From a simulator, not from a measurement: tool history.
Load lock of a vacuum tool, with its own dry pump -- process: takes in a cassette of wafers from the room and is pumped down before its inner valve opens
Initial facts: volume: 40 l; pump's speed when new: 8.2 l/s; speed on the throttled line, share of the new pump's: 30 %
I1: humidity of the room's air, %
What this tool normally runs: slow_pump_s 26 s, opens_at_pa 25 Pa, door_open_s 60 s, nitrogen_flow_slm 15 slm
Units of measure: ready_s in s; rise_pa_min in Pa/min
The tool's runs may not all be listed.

{"run": 1, "day": 0.0, "slow_pump_s": 26, "opens_at_pa": 25, "door_open_s": 60, "nitrogen_flow_slm": 15, "I1": 41.4, "ready_s": 65.2, "rise_pa_min": 0.065}
{"run": 2, "day": 14.308, "slow_pump_s": 26, "opens_at_pa": 25, "door_open_s": 60, "nitrogen_flow_slm": 15, "I1": 39.6, "ready_s": 65.6, "rise_pa_min": 0.067}
{"run": 3, "day": 28.896, "slow_pump_s": 26, "opens_at_pa": 25, "door_open_s": 60, "nitrogen_flow_slm": 15, "I1": 44.1, "ready_s": 66.0, "rise_pa_min": 0.072}
{"run": 4, "day": 38.467, "slow_pump_s": 26, "opens_at_pa": 25, "door_open_s": 60, "nitrogen_flow_slm": 15, "I1": 43.2, "ready_s": 66.9, "rise_pa_min": 0.078}
{"run": 5, "day": 54.679, "slow_pump_s": 26, "opens_at_pa": 25, "door_open_s": 60, "nitrogen_flow_slm": 15, "I1": 41.1, "ready_s": 66.5, "rise_pa_min": 0.084}
{"run": 6, "day": 74.05, "slow_pump_s": 26, "opens_at_pa": 25, "door_open_s": 60, "nitrogen_flow_slm": 15, "I1": 41.4, "ready_s": 67.1, "rise_pa_min": 0.086}
{"run": 7, "day": 91.929, "slow_pump_s": 26, "opens_at_pa": 25, "door_open_s": 60, "nitrogen_flow_slm": 15, "I1": 45.4, "ready_s": 67.3, "rise_pa_min": 0.102}
{"run": 8, "day": 113.658, "slow_pump_s": 26, "opens_at_pa": 25, "door_open_s": 119, "nitrogen_flow_slm": 15, "I1": 45.7, "ready_s": 69.5, "rise_pa_min": 0.143}
{"run": 9, "day": 131.629, "slow_pump_s": 26, "opens_at_pa": 25, "door_open_s": 60, "nitrogen_flow_slm": 15, "I1": 47.0, "ready_s": 68.4, "rise_pa_min": 0.124}
{"run": 10, "day": 142.783, "slow_pump_s": 26, "opens_at_pa": 25, "door_open_s": 60, "nitrogen_flow_slm": 15, "I1": 41.2, "ready_s": 68.1, "rise_pa_min": 0.125}
{"run": 11, "day": 155.125, "slow_pump_s": 25, "opens_at_pa": 25, "door_open_s": 60, "nitrogen_flow_slm": 15, "I1": 47.2, "ready_s": 68.3, "rise_pa_min": 0.143}
{"run": 12, "day": 174.204, "slow_pump_s": 25, "opens_at_pa": 25, "door_open_s": 29, "nitrogen_flow_slm": 15, "I1": 42.7, "ready_s": 68.8, "rise_pa_min": 0.134}
{"run": 13, "day": 184.758, "slow_pump_s": 25, "opens_at_pa": 25, "door_open_s": 29, "nitrogen_flow_slm": 15, "I1": 42.2, "ready_s": 69.2, "rise_pa_min": 0.138}
{"run": 14, "day": 198.971, "slow_pump_s": 26, "opens_at_pa": 25, "door_open_s": 111, "nitrogen_flow_slm": 15, "I1": 45.4, "ready_s": 70.8, "rise_pa_min": 0.208}
{"run": 15, "day": 211.5, "slow_pump_s": 26, "opens_at_pa": 25, "door_open_s": 111, "nitrogen_flow_slm": 15, "I1": 48.1, "ready_s": 70.3, "rise_pa_min": 0.218}
{"run": 16, "day": 224.912, "slow_pump_s": 26, "opens_at_pa": 25, "door_open_s": 60, "nitrogen_flow_slm": 15, "I1": 43.4, "ready_s": 71.3, "rise_pa_min": 0.19}
{"run": 17, "day": 241.246, "slow_pump_s": 26, "opens_at_pa": 25, "door_open_s": 60, "nitrogen_flow_slm": 15, "I1": 43.4, "ready_s": 72.1, "rise_pa_min": 0.211}
{"day": 248.238, "done": "dry pump taken out, an overhauled one fitted"}
{"run": 18, "day": 250.846, "slow_pump_s": 26, "opens_at_pa": 25, "door_open_s": 60, "nitrogen_flow_slm": 15, "I1": 47.6, "ready_s": 59.2, "rise_pa_min": 0.222}
{"run": 19, "day": 262.288, "slow_pump_s": 26, "opens_at_pa": 25, "door_open_s": 60, "nitrogen_flow_slm": 15, "I1": 43.3, "ready_s": 59.3, "rise_pa_min": 0.239}
{"run": 20, "day": 274.796, "slow_pump_s": 26, "opens_at_pa": 25, "door_open_s": 60, "nitrogen_flow_slm": 15, "I1": 45.4, "ready_s": 59.2, "rise_pa_min": 0.243}
{"run": 21, "day": 290.854, "slow_pump_s": 26, "opens_at_pa": 25, "door_open_s": 60, "nitrogen_flow_slm": 15, "I1": 45.1, "ready_s": 59.7, "rise_pa_min": 0.259}
{"run": 22, "day": 302.121, "slow_pump_s": 26, "opens_at_pa": 25, "door_open_s": 60, "nitrogen_flow_slm": 15, "I1": 46.0, "ready_s": 59.1, "rise_pa_min": 0.274}
{"run": 23, "day": 314.133, "slow_pump_s": 16, "opens_at_pa": 25, "door_open_s": 60, "nitrogen_flow_slm": 15, "I1": 41.2, "ready_s": 53.0, "rise_pa_min": 0.283}
{"run": 24, "day": 330.792, "slow_pump_s": 26, "opens_at_pa": 25, "door_open_s": 26, "nitrogen_flow_slm": 15, "I1": 44.6, "ready_s": 59.5, "rise_pa_min": 0.277}
{"run": 25, "day": 342.833, "slow_pump_s": 17, "opens_at_pa": 25, "door_open_s": 148, "nitrogen_flow_slm": 7, "I1": 46.7, "ready_s": 54.5, "rise_pa_min": 0.394}
{"run": 26, "day": 354.746, "slow_pump_s": 34, "opens_at_pa": 25, "door_open_s": 60, "nitrogen_flow_slm": 15, "I1": 45.6, "ready_s": 66.0, "rise_pa_min": 0.335}
{"run": 27, "day": 376.583, "slow_pump_s": 17, "opens_at_pa": 30, "door_open_s": 60, "nitrogen_flow_slm": 15, "I1": 45.6, "ready_s": 52.5, "rise_pa_min": 0.359}
{"run": 28, "day": 389.021, "slow_pump_s": 26, "opens_at_pa": 21, "door_open_s": 47, "nitrogen_flow_slm": 15, "I1": 47.0, "ready_s": 61.5, "rise_pa_min": 0.367}
{"run": 29, "day": 400.033, "slow_pump_s": 17, "opens_at_pa": 27, "door_open_s": 47, "nitrogen_flow_slm": 22, "I1": 42.8, "ready_s": 55.2, "rise_pa_min": 0.372}
{"run": 30, "day": 411.779, "slow_pump_s": 26, "opens_at_pa": 25, "door_open_s": 64, "nitrogen_flow_slm": 15, "I1": 43.2, "ready_s": 60.2, "rise_pa_min": 0.396}
{"run": 31, "day": 427.438, "slow_pump_s": 13, "opens_at_pa": 25, "door_open_s": 234, "nitrogen_flow_slm": 36, "I1": 46.5, "ready_s": 52.2, "rise_pa_min": 0.467}
{"run": 32, "day": 444.808, "slow_pump_s": 35, "opens_at_pa": 28, "door_open_s": 234, "nitrogen_flow_slm": 36, "I1": 46.1, "ready_s": 66.5, "rise_pa_min": 0.477}
{"run": 33, "day": 458.071, "slow_pump_s": 35, "opens_at_pa": 28, "door_open_s": 234, "nitrogen_flow_slm": 36, "I1": 47.2, "ready_s": 67.3, "rise_pa_min": 0.513}
{"run": 34, "day": 469.088, "slow_pump_s": 35, "opens_at_pa": 39, "door_open_s": 234, "nitrogen_flow_slm": 9, "I1": 44.6, "ready_s": 65.7, "rise_pa_min": 0.578}
{"run": 35, "day": 479.221, "slow_pump_s": 36, "opens_at_pa": 34, "door_open_s": 67, "nitrogen_flow_slm": 28, "I1": 44.9, "ready_s": 68.3, "rise_pa_min": 0.495}
{"run": 36, "day": 490.858, "slow_pump_s": 26, "opens_at_pa": 18, "door_open_s": 206, "nitrogen_flow_slm": 4, "I1": 42.5, "ready_s": 64.6, "rise_pa_min": 0.595}

Below are 3 alternative next runs, each starting from the tool's condition after run 36. Predict each:
{"run": "A", "day": 509.471, "slow_pump_s": 26, "opens_at_pa": 25, "door_open_s": 60, "nitrogen_flow_slm": 12, "I1": 43.2, "ready_s": "?", "rise_pa_min": "?"}
{"run": "B", "day": 509.471, "slow_pump_s": 23, "opens_at_pa": 19, "door_open_s": 60, "nitrogen_flow_slm": 15, "I1": 46.0, "ready_s": "?", "rise_pa_min": "?"}
{"run": "C", "day": 509.471, "slow_pump_s": 26, "opens_at_pa": 28, "door_open_s": 42, "nitrogen_flow_slm": 18, "I1": 43.3, "ready_s": "?", "rise_pa_min": "?"}

run=A ready_s=62.1 rise_pa_min=0.535
run=B ready_s=61.9 rise_pa_min=0.539
run=C ready_s=61.6 rise_pa_min=0.508
With no hidden state in the tool, these same runs would have given:
run=A ready_s=58.2 rise_pa_min=0.062
run=B ready_s=57.6 rise_pa_min=0.064
run=C ready_s=57.6 rise_pa_min=0.039

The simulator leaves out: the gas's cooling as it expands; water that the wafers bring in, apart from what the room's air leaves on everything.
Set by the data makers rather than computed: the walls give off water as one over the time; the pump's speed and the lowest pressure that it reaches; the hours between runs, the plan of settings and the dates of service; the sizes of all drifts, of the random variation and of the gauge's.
